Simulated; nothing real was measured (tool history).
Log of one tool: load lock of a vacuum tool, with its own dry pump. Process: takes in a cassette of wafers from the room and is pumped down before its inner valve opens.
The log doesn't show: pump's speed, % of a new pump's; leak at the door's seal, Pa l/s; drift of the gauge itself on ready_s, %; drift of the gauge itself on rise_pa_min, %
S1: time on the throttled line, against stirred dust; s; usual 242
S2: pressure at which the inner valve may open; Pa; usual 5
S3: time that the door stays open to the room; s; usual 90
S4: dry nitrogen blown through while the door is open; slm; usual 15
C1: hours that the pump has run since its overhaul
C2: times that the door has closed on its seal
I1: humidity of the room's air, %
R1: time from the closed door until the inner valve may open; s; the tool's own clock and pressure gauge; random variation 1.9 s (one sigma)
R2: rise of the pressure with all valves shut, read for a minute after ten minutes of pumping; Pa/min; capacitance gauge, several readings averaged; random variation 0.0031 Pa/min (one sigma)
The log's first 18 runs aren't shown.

run 19 hour=2708.9 | S1=242 S2=5 S3=90 S4=15 | C1=5392 C2=17589 | I1=43.9 | R1=316.3 R2=0.132
run 20 hour=2883.5 | S1=125 S2=5 S3=90 S4=12 | C1=5566 C2=18394 | I1=48.6 | R1=210.4 R2=0.149
run 21 hour=3014.1 | S1=125 S2=5 S3=90 S4=12 | C1=5697 C2=18996 | I1=44.5 | R1=207.6 R2=0.146
run 22 hour=3099.5 | S1=345 S2=5 S3=34 S4=15 | C1=5782 C2=19389 | I1=41.9 | R1=406.9 R2=0.116
run 23 hour=3192.4 | S1=254 S2=4 S3=56 S4=32 | C1=5875 C2=19818 | I1=48.1 | R1=333.3 R2=0.119
run 24 hour=3303.8 | S1=242 S2=5 S3=218 S4=15 | C1=5987 C2=20331 | I1=44.6 | R1=316.2 R2=0.182
run 25 hour=3418.1 | S1=242 S2=5 S3=42 S4=15 | C1=6101 C2=20857 | I1=43.5 | R1=318.2 R2=0.130
run 26 hour=3555.4 | S1=238 S2=10 S3=42 S4=15 | C1=6238 C2=21490 | I1=47.1 | R1=305.7 R2=0.141
run 27 hour=3658.4 | S1=242 S2=5 S3=82 S4=7 | C1=6341 C2=21965 | I1=43.4 | R1=316.2 R2=0.160
run 28 hour=3760.1 | S1=242 S2=5 S3=58 S4=5 | C1=6443 C2=22433 | I1=45.3 | R1=314.4 R2=0.155
run 29 hour=3956.8 | S1=172 S2=4 S3=90 S4=38 | C1=6639 C2=23340 | I1=46.0 | R1=254.1 R2=0.148
run 30 hour=4126.7 | S1=212 S2=6 S3=110 S4=43 | C1=6809 C2=24122 | I1=46.4 | R1=285.2 R2=0.155
run 31 hour=4227.9 | S1=242 S2=5 S3=90 S4=15 | C1=6911 C2=24589 | I1=45.7 | R1=318.3 R2=0.175
run 32 hour=4390.7 | S1=390 S2=8 S3=227 S4=9 | C1=7073 C2=25339 | I1=43.7 | R1=444.2 R2=0.224
run 33 hour=4480.5 | S1=241 S2=10 S3=42 S4=15 | C1=7163 C2=25753 | I1=42.3 | R1=310.7 R2=0.159
run 34 hour=4642.9 | S1=316 S2=4 S3=118 S4=23 | C1=7326 C2=26501 | I1=44.8 | R1=393.2 R2=0.188

Forecast run 35:
run 35 hour=4754.6 | S1=242 S2=4 S3=90 S4=15 | C1=7437 C2=27016 | I1=41.6 | R1=? R2=?

R1: 320.6 s
R2: 0.190 Pa/min
Without the tool's hidden state the same run would have given R1 314.0 s, R2 0.056 Pa/min.
